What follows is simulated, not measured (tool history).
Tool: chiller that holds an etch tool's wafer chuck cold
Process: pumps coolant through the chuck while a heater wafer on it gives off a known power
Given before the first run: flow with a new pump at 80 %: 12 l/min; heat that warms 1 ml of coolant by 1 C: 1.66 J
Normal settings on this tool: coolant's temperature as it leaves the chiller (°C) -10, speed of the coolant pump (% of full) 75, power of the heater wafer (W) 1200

| run | hour | coolant's temperature as it leaves the chiller (°C) | speed of the coolant pump (% of full) | power of the heater wafer (W) | chuck's temperature once it has settled (°C) | how much warmer the coolant comes back (C) |
|---|---|---|---|---|---|---|
| 1 | 0 | -10 | 75 | 1200 | -1.7 | 3.88 |
| 2 | 110.1 | -10 | 76 | 1200 | -1.9 | 3.85 |
| 3 | 197 | -1 | 75 | 1200 | 7.4 | 3.87 |
| 4 | 298.1 | -10 | 75 | 1200 | -1.8 | 3.83 |
| 5 | 401.2 | -10 | 75 | 1781 | 2.3 | 5.62 |
| 6 | 488.8 | -10 | 75 | 1781 | 2.4 | 5.68 |
| 7 | 593.8 | -10 | 99 | 1200 | -3.2 | 2.81 |
| 8 | 700.7 | -10 | 99 | 1200 | -3.4 | 2.8 |
| 9 | 807.2 | -10 | 75 | 1523 | 0.6 | 4.76 |
| 10 | 863.2 | -10 | 75 | 1200 | -1.6 | 3.77 |
| 11 | 951.4 | -10 | 75 | 1200 | -1.5 | 3.74 |
| 12 | 1004.2 | -10 | 75 | 1474 | 0.2 | 4.65 |
| 13 | 1124 | -17 | 75 | 1200 | -8.4 | 3.73 |
| 14 | 1246.7 | -5 | 75 | 1200 | 3.3 | 3.67 |
| 15 | 1354.7 | -5 | 75 | 1200 | 3.3 | 3.7 |
| 16 | 1444.8 | -5 | 75 | 1200 | 3.3 | 3.71 |
| 17 | 1533.9 | -5 | 75 | 1200 | 3.3 | 3.62 |
| 18 | 1625.9 | -7 | 75 | 630 | -2.4 | 1.83 |
| 19 | 1727.2 | -15 | 66 | 1200 | -5.6 | 4.13 |
| 20 | 1793.7 | -17 | 82 | 807 | -11.8 | 2.12 |
|  | 1888.3 | chiller's thermometer calibrated |
| 21 | 1905.9 | -4 | 91 | 687 | 0.1 | 1.54 |
| 22 | 1996.6 | -1 | 95 | 912 | 4.4 | 2.03 |
| 23 | 2084.1 | -1 | 95 | 912 | 4.1 | 2.06 |
| 24 | 2203.4 | -17 | 66 | 1348 | -6.7 | 4.67 |
| 25 | 2273.3 | -19 | 87 | 1138 | -12 | 2.87 |
| 26 | 2328 | -19 | 87 | 1138 | -11.9 | 2.82 |
| 27 | 2390 | -16 | 78 | 606 | -11.9 | 1.58 |
| 28 | 2439.8 | -10 | 75 | 1565 | 0.8 | 4.7 |
| 29 | 2501.8 | -12 | 75 | 1369 | -2.5 | 4.09 |
| 30 | 2555.5 | -12 | 72 | 1048 | -4.4 | 3.13 |
| 31 | 2654.2 | -12 | 72 | 1048 | -4.4 | 3.14 |

Pick out some run-to-run changes in how much warmer the coolant comes back (C). Of each, how much would a tool without hidden state show as well, from the settings, what came in and chance, and how much is left for the hidden state and any gauge scatter not in both results compared?
Hidden conditions of the tool in this case: heat passed by the chuck's channels, % of clean ones'; flow at a given pump speed, % of a new pump's; coolant's true temperature over the reading, C; drift of the gauge itself on chuck_c, C; drift of the gauge itself on warmer_back_c, C.
Run 3 -> 4: coolant's temperature as it leaves the chiller (°C) -1 -> -10. how much warmer the coolant comes back (C) -0.04: hidden state -0.02, all else -0.02.
Run 6 -> 7: speed of the coolant pump (% of full) 75 -> 99, power of the heater wafer (W) 1781 -> 1200. how much warmer the coolant comes back (C) -2.87: hidden state -0.01, all else -2.86.
Run 7 -> 8: no setting changed, nothing entered. how much warmer the coolant comes back (C) -0.01: hidden state -0.02, all else +0.01.
Run 12 -> 13: coolant's temperature as it leaves the chiller (°C) -10 -> -17, power of the heater wafer (W) 1474 -> 1200. how much warmer the coolant comes back (C) -0.92: hidden state -0.02, all else -0.9.
Run 23 -> 24: coolant's temperature as it leaves the chiller (°C) -1 -> -17, speed of the coolant pump (% of full) 95 -> 66, power of the heater wafer (W) 912 -> 1348. how much warmer the coolant comes back (C) +2.61: hidden state -0.01, all else +2.62.
Run 27 -> 28: coolant's temperature as it leaves the chiller (°C) -16 -> -10, speed of the coolant pump (% of full) 78 -> 75, power of the heater wafer (W) 606 -> 1565. how much warmer the coolant comes back (C) +3.12: hidden state -0.01, all else +3.13.
